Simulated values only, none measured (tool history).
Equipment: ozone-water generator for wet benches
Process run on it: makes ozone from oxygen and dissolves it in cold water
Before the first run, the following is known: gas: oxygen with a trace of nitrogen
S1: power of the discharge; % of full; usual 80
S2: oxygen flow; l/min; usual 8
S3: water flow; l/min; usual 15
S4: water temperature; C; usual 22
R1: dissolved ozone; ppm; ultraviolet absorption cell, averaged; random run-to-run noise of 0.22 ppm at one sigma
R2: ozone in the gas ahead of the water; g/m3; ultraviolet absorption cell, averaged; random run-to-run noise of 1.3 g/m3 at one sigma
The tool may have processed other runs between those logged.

Run 1, day 0: usual settings. Result: R1 29.5 ppm, R2 227.1 g/m3.
Run 2, day 1.708: usual settings. Result: R1 29.5 ppm, R2 229.4 g/m3.
Run 3, day 3.3: usual settings. Result: R1 29 ppm, R2 229.5 g/m3.
Run 4, day 4.988: usual settings but S4 25 C. Result: R1 27.9 ppm, R2 229.5 g/m3.
Run 5, day 6.9: usual settings but S4 25 C. Result: R1 27.6 ppm, R2 226 g/m3.
Run 6, day 9.738: usual settings but S4 25 C. Result: R1 27.5 ppm, R2 228.8 g/m3.
Run 7, day 12.421: usual settings but S1 52 % of full. Result: R1 20.6 ppm, R2 158.6 g/m3.
Run 8, day 15.4: usual settings. Result: R1 29.3 ppm, R2 228.3 g/m3.
Run 9, day 18.083: usual settings but S2 9.92 l/min. Result: R1 28.7 ppm, R2 207.1 g/m3.
Run 10, day 19.996: usual settings but S2 9.92 l/min. Result: R1 28.4 ppm, R2 207.8 g/m3.
Run 11, day 21.762: usual settings but S2 9.92 l/min. Result: R1 28.4 ppm, R2 207.9 g/m3.
Run 12, day 23.988: usual settings but S2 4.08 l/min. Result: R1 29.5 ppm, R2 304.1 g/m3.
Run 13, day 25.912: usual settings but S2 4.08 l/min. Result: R1 29.3 ppm, R2 303 g/m3.
Run 14, day 27.75: usual settings. Result: R1 29 ppm, R2 227.9 g/m3.
Run 15, day 30.267: usual settings. Result: R1 29.1 ppm, R2 227.2 g/m3.
Run 16, day 31.808: usual settings. Result: R1 29.3 ppm, R2 226 g/m3.
Run 17, day 34.204: usual settings but S1 50 % of full, S4 26 C. Result: R1 18.1 ppm, R2 150.9 g/m3.
Run 18, day 35.829: usual settings but S1 50 % of full, S2 10.68 l/min, S4 26 C. Result: R1 17.3 ppm, R2 134.7 g/m3.
Run 19, day 38.121: usual settings but S1 50 % of full, S2 12.4 l/min, S3 11 l/min, S4 17 C. Result: R1 24.9 ppm, R2 126.9 g/m3.
Run 20, day 40.767: usual settings but S1 50 % of full, S2 12.4 l/min, S3 11 l/min, S4 17 C. Result: R1 24.5 ppm, R2 125.7 g/m3.
Run 21, day 42.642: usual settings but S1 59 % of full, S2 4.19 l/min, S3 12 l/min, S4 15 C. Result: R1 30.7 ppm, R2 231.6 g/m3.
Run 22, day 44.129: usual settings but S1 59 % of full, S2 4.19 l/min, S3 19 l/min, S4 17 C. Result: R1 19.4 ppm, R2 232.7 g/m3.
Run 23, day 45.762: usual settings but S1 46 % of full, S2 5.14 l/min, S3 19 l/min, S4 17 C. Result: R1 16.4 ppm, R2 172.8 g/m3.
Run 24, day 48.504: usual settings but S1 46 % of full, S2 5.14 l/min, S3 19 l/min, S4 17 C. Result: R1 16.4 ppm, R2 172.1 g/m3.
Run 25, day 50.304: usual settings but S1 46 % of full, S2 4.45 l/min, S3 19 l/min, S4 19 C. Result: R1 15.4 ppm, R2 183 g/m3.
Run 26, day 53.088: usual settings but S1 46 % of full, S2 4.45 l/min, S3 19 l/min. Result: R1 15.1 ppm, R2 183.2 g/m3.
Run 27, day 54.604: usual settings but S1 88 % of full, S2 6.82 l/min, S3 12 l/min, S4 16 C. Result: R1 41.9 ppm, R2 260.6 g/m3.
Run 28, day 57.217: usual settings but S1 88 % of full, S2 6.82 l/min, S3 12 l/min, S4 16 C. Result: R1 42 ppm, R2 263.3 g/m3.
Run 29, day 58.779: usual settings but S1 88 % of full, S2 6.82 l/min, S3 12 l/min, S4 16 C. Result: R1 42.1 ppm, R2 259.5 g/m3.
Run 30, day 59.988: usual settings but S1 88 % of full, S2 7.73 l/min, S3 12 l/min, S4 16 C. Result: R1 41 ppm, R2 245.1 g/m3.
Run 31, day 62.242: usual settings but S1 88 % of full, S2 7.73 l/min, S3 12 l/min, S4 16 C. Result: R1 41.3 ppm, R2 246.4 g/m3.
Run 32, day 64.792: usual settings but S1 88 % of full, S2 7.73 l/min, S3 12 l/min, S4 16 C. Result: R1 41 ppm, R2 246.6 g/m3.

Predict each of these 5 candidate next runs independently; none follows another, all start after run 32:
Run A, day 67.317: usual settings but S1 51 % of full, S2 7.49 l/min, S3 12 l/min, S4 16 C. Result: R1 ?, R2 ?.
Run B, day 67.317: usual settings but S3 17 l/min. Result: R1 ?, R2 ?.
Run C, day 67.317: usual settings but S1 48 % of full, S2 7.73 l/min, S3 12 l/min, S4 16 C. Result: R1 ?, R2 ?.
Run D, day 67.317: usual settings but S4 23 C. Result: R1 ?, R2 ?.
Run E, day 67.317: usual settings but S1 95 % of full, S2 7.73 l/min, S3 13 l/min, S4 16 C. Result: R1 ?, R2 ?.

run    R1     R2
  A  26.4  160.4
  B  26.1  226.7
  C  24.9  149.6
  D  27.9  224.9
  E  41.3  265.4
Without the tool's unlogged condition, the same runs would have read:
run    R1     R2
  A  29.3  164.4
  B  29.9  235.3
  C  27.6  153.1
  D  31.7  233.5
  E  46.9  276.8
